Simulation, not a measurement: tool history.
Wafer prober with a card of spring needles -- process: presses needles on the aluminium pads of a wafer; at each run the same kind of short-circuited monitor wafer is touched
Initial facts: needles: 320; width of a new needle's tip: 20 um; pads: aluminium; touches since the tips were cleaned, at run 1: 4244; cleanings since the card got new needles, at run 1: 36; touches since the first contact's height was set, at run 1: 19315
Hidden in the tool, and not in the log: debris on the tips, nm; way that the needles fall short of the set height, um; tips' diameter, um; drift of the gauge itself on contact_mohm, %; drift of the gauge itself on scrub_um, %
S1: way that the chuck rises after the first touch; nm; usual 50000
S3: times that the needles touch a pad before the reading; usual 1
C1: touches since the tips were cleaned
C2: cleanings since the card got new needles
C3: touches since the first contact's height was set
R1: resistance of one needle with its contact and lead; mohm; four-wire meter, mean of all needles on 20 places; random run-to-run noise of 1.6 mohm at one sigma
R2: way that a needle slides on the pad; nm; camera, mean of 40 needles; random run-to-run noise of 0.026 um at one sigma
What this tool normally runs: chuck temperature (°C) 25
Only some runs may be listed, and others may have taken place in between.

Run 1, hour 0: usual settings; C1 4244; C2 36; C3 19315. Result: R1 151 mohm, R2 13850 nm.
At hour 1.9: tips cleaned on abrasive film.
At hour 13.9: tips cleaned on abrasive film.
Run 2, hour 13.9: usual settings; C1 0; C2 38; C3 24909. Result: R1 147 mohm, R2 13800 nm.
At hour 25.3: tips cleaned on abrasive film.
At hour 36.2: tips cleaned on abrasive film.
Run 3, hour 41.5: usual settings; C1 2148; C2 40; C3 36066. Result: R1 151 mohm, R2 13860 nm.
At hour 47: tips cleaned on abrasive film.
At hour 57.8: tips cleaned on abrasive film.
Run 4, hour 63.2: usual settings; C1 2194; C2 42; C3 44866. Result: R1 148 mohm, R2 13820 nm.
At hour 68.7: tips cleaned on abrasive film.
Run 5, hour 77.1: usual settings; C1 3418; C2 43; C3 50493. Result: R1 152 mohm, R2 13780 nm.
At hour 79.6: tips cleaned on abrasive film.
At hour 90.7: tips cleaned on abrasive film.
Run 6, hour 94.3: usual settings but S3 2; C1 1452; C2 45; C3 57418. Result: R1 150 mohm, R2 13840 nm.
At hour 103.9: tips cleaned on abrasive film.
At hour 115: tips cleaned on abrasive film.
Run 7, hour 117.2: usual settings but S3 2; C1 889; C2 47; C3 66691. Result: R1 149 mohm, R2 13820 nm.
At hour 125.8: tips cleaned on abrasive film.
At hour 137.3: tips cleaned on abrasive film.
Run 8, hour 137.3: usual settings but S1 34000 nm; C1 0; C2 49; C3 74797. Result: R1 159 mohm, R2 9460 nm.
At hour 149.9: tips cleaned on abrasive film.
At hour 153.6: height of the first contact set anew.
Run 9, hour 155.7: usual settings but S1 34000 nm; C1 2234; C2 50; C3 844. Result: R1 159 mohm, R2 9360 nm.
At hour 162: tips cleaned on abrasive film.
At hour 174: tips cleaned on abrasive film.
Run 10, hour 179.1: usual settings but S1 33000 nm, chuck temperature (°C) 102; C1 2082; C2 52; C3 10308. Result: R1 175 mohm, R2 9110 nm.

Run 11 comes next. What will it give?
At hour 184.9: tips cleaned on abrasive film.
At hour 195.9: tips cleaned on abrasive film.
Run 11, hour 202.1: usual settings but S1 64000 nm, chuck temperature (°C) 102; C1 2508; C2 54; C3 19602. Result: R1 ?, R2 ?.

{"run 11": {"R1": 158, "R2": 17630}}
Without the tool's hidden state the same run would have given R1 158 mohm, R2 17730 nm.

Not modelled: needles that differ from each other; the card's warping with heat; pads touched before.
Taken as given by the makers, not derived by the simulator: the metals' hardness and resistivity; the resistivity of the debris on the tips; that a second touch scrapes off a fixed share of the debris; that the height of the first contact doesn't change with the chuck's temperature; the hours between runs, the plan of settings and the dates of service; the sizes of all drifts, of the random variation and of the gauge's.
